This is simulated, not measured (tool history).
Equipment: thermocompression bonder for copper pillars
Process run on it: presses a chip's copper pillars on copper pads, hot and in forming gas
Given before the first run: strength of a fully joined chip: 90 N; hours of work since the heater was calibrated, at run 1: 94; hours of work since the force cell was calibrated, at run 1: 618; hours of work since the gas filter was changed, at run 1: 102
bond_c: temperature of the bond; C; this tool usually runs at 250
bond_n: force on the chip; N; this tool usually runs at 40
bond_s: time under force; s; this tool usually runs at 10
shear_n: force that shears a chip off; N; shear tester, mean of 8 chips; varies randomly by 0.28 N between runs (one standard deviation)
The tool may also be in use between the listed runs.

run,hour,bond_c,bond_n,bond_s,hours of work since the heater was calibrated,hours of work since the force cell was calibrated,hours of work since the gas filter was changed,shear_n
1,0.0,250,40,10,94,618,102,34.1
2,7.1,250,40,10,99,622,106,33.9
3,11.9,250,33,10,101,625,109,29.8
4,16.5,250,40,10,104,628,112,34.3
5,26.4,250,40,10,110,633,118,34.0
6,36.6,250,40,10,116,639,124,34.2
7,44.1,250,40,10,120,644,128,34.0
8,48.3,250,40,8,123,646,131,31.2
9,58.1,250,40,10,128,652,136,34.0
10,62.8,250,40,10,131,655,139,34.1
11,68.4,250,40,11,134,658,142,35.2
12,77.1,250,46,13,139,663,147,41.5
13,82.5,250,46,13,143,666,150,41.5
14,88.3,229,40,10,146,669,154,24.2
15,93.0,247,40,10,149,672,157,32.2
16,97.4,231,40,7,151,675,159,22.0
17,105.6,256,60,7,156,680,164,44.1
18,111.5,256,60,7,160,683,167,42.7
19,119.8,256,60,7,164,688,172,43.0

Had the tool no unlogged condition, and each run kept its random variation, what would the results have been?
Unlogged tool condition in this case: true temperature of the bond over the reading, C; force that reaches the chip, % of what is set; oxide that the forming gas leaves, % of the face; drift of the gauge itself on shear_n, %.
run,shear_n
1,33.1
2,32.9
3,28.9
4,33.3
5,33.1
6,33.3
7,33.1
8,30.3
9,33.1
10,33.3
11,34.4
12,40.6
13,40.7
14,23.4
15,31.3
16,21.3
17,43.4
18,42.0
19,42.3

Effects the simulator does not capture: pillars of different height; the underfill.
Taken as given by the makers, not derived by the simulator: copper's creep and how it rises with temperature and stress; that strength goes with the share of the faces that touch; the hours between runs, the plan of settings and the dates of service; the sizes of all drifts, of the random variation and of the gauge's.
